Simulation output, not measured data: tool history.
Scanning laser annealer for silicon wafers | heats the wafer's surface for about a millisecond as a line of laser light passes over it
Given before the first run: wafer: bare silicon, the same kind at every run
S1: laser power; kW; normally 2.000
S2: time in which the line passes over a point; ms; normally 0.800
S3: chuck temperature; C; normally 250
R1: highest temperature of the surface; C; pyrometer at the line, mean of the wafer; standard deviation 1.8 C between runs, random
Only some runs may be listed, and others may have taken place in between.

Run 1, hour 0.0: usual settings. Result: R1 954 C.
Run 2, hour 19.0: usual settings. Result: R1 952 C.
Run 3, hour 37.3: usual settings. Result: R1 955 C.
At hour 57.0: window over the wafer cleaned.
Run 4, hour 57.1: usual settings but S2 0.749 ms. Result: R1 949 C.
Run 5, hour 67.8: usual settings. Result: R1 974 C.
Run 6, hour 81.8: usual settings. Result: R1 973 C.
Run 7, hour 99.0: usual settings. Result: R1 971 C.
Run 8, hour 109.7: usual settings. Result: R1 975 C.
Run 9, hour 126.7: usual settings but S1 2.025 kW. Result: R1 984 C.
Run 10, hour 140.8: usual settings but S1 2.025 kW. Result: R1 986 C.
Run 11, hour 157.4: usual settings but S1 2.132 kW. Result: R1 1025 C.
Run 12, hour 167.3: usual settings but S1 2.132 kW. Result: R1 1025 C.
Run 13, hour 180.4: usual settings but S1 2.132 kW. Result: R1 1028 C.
Run 14, hour 197.8: usual settings but S1 2.132 kW. Result: R1 1026 C.
Run 15, hour 211.3: usual settings but S2 0.622 ms. Result: R1 876 C.
Run 16, hour 228.7: usual settings but S2 0.622 ms. Result: R1 872 C.
Run 17, hour 240.1: usual settings but S2 0.622 ms. Result: R1 874 C.
Run 18, hour 252.6: usual settings but S2 0.622 ms. Result: R1 873 C.
Run 19, hour 269.4: usual settings but S2 0.622 ms. Result: R1 872 C.
Run 20, hour 279.3: usual settings but S2 0.622 ms. Result: R1 871 C.
Run 21, hour 288.6: usual settings but S2 0.622 ms. Result: R1 869 C.
Run 22, hour 304.9: usual settings but S2 0.622 ms. Result: R1 873 C.
Run 23, hour 314.0: usual settings but S1 1.905 kW, S2 0.992 ms, S3 258 C. Result: R1 1025 C.
Run 24, hour 322.8: usual settings but S1 2.183 kW, S2 0.788 ms. Result: R1 1034 C.
Run 25, hour 336.2: usual settings but S1 2.183 kW, S2 0.788 ms. Result: R1 1034 C.
Run 26, hour 352.6: usual settings but S1 2.183 kW, S2 0.788 ms. Result: R1 1031 C.
Run 27, hour 366.0: usual settings but S1 2.183 kW, S2 0.788 ms. Result: R1 1031 C.
Run 28, hour 376.1: usual settings but S1 2.016 kW, S2 0.935 ms, S3 228 C. Result: R1 1014 C.
Run 29, hour 390.4: usual settings but S1 2.187 kW, S2 0.935 ms, S3 233 C. Result: R1 1095 C.
Run 30, hour 407.2: usual settings but S1 2.128 kW, S2 0.935 ms, S3 279 C. Result: R1 1118 C.
Run 31, hour 424.9: usual settings but S1 1.995 kW, S2 0.830 ms, S3 279 C. Result: R1 1005 C.
Run 32, hour 438.5: usual settings but S1 1.897 kW, S2 0.911 ms, S3 279 C. Result: R1 998 C.
Run 33, hour 449.0: usual settings but S1 1.809 kW, S2 0.637 ms, S3 221 C. Result: R1 777 C.
Run 34, hour 467.8: usual settings but S1 1.809 kW, S2 0.637 ms, S3 221 C. Result: R1 778 C.
Run 35, hour 486.2: usual settings but S1 2.044 kW, S2 0.745 ms, S3 280 C. Result: R1 978 C.
Run 36, hour 499.2: usual settings but S1 2.044 kW, S2 0.745 ms, S3 280 C. Result: R1 978 C.
Run 37, hour 514.2: usual settings but S1 1.869 kW, S2 0.887 ms, S3 262 C. Result: R1 956 C.
Run 38, hour 530.6: usual settings but S1 1.869 kW, S2 0.887 ms, S3 262 C. Result: R1 957 C.
Run 39, hour 542.2: usual settings but S1 2.190 kW, S2 0.811 ms, S3 219 C. Result: R1 1013 C.
Run 40, hour 550.5: usual settings but S2 0.768 ms, S3 286 C. Result: R1 983 C.
Run 41, hour 562.9: usual settings but S2 0.641 ms, S3 273 C. Result: R1 896 C.

Some steps in R1 between neighbouring runs. How much of each would the tool show without its hidden state too (settings, what came in, random variation), and how much is left for the hidden state, with any gauge scatter that isn't in both results?
The hidden state here: light that passes the window, % of a clean one's; laser's true power over the reading, %; width of the line over the set one, %; drift of the gauge itself on peak_c, C.
Run 3 -> 4: S2 0.800 -> 0.749, window over the wafer cleaned. R1 -6 C: hidden state +22, all else -28.
Run 22 -> 23: S1 2.000 -> 1.905, S2 0.622 -> 0.992, S3 250 -> 258. R1 +152 C: hidden state -3, all else +155.
Run 32 -> 33: S1 1.897 -> 1.809, S2 0.911 -> 0.637, S3 279 -> 221. R1 -221 C: hidden state +4, all else -225.
Run 34 -> 35: S1 1.809 -> 2.044, S2 0.637 -> 0.745, S3 221 -> 280. R1 +200 C: hidden state -5, all else +205.

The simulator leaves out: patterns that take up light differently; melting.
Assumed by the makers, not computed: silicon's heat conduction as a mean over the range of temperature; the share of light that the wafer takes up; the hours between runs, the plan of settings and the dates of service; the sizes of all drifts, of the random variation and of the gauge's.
